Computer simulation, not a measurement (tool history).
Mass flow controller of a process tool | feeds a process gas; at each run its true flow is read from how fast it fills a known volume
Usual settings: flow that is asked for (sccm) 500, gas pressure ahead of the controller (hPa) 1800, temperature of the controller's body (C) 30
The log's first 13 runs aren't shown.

run,hour,flow that is asked for (sccm),gas pressure ahead of the controller (hPa),temperature of the controller's body (C),hours of work since the controller was set to zero,hours of work since the controller was changed,true flow (%)
14,1852.1,500,2310,22,1465,1465,99.97
15,2046.8,500,2310,22,1555,1555,99.9
16,2202.9,500,2310,22,1628,1628,99.87
17,2288.8,500,1800,30,1667,1667,99.46
18,2417.9,500,1800,30,1727,1727,99.46
19,2577.2,500,1800,24,1801,1801,99.93
20,2750,758,1470,30,1881,1881,99.59
21,2871.1,758,1470,30,1937,1937,99.72
22,3010.5,117,2260,35,2002,2002,98.87
23,3150.6,117,2320,35,2067,2067,98.76
24,3286.9,602,1800,24,2130,2130,99.99
25,3454.5,431,1760,38,2208,2208,98.92
26,3605.6,187,1760,38,2278,2278,98.88
27,3779.2,748,2370,24,2358,2358,99.96
28,3935,748,1740,37,2431,2431,99.18
29,4135.8,500,1800,38,2524,2524,98.97
30,4307.8,500,1800,38,2603,2603,99
31,4449.4,361,1730,38,2669,2669,98.92
32,4563.3,361,2320,39,2722,2722,98.61
33,4703.6,107,1800,40,2787,2787,98.41
34,4825.6,370,1840,20,2843,2843,100.09

Forecast run 35:
35,4950.1,224,1760,21,2901,2901,?

{"run 35": {"true flow (%)": 99.83}}
Without the tool's hidden state the same run would have given true flow (%) 99.84.
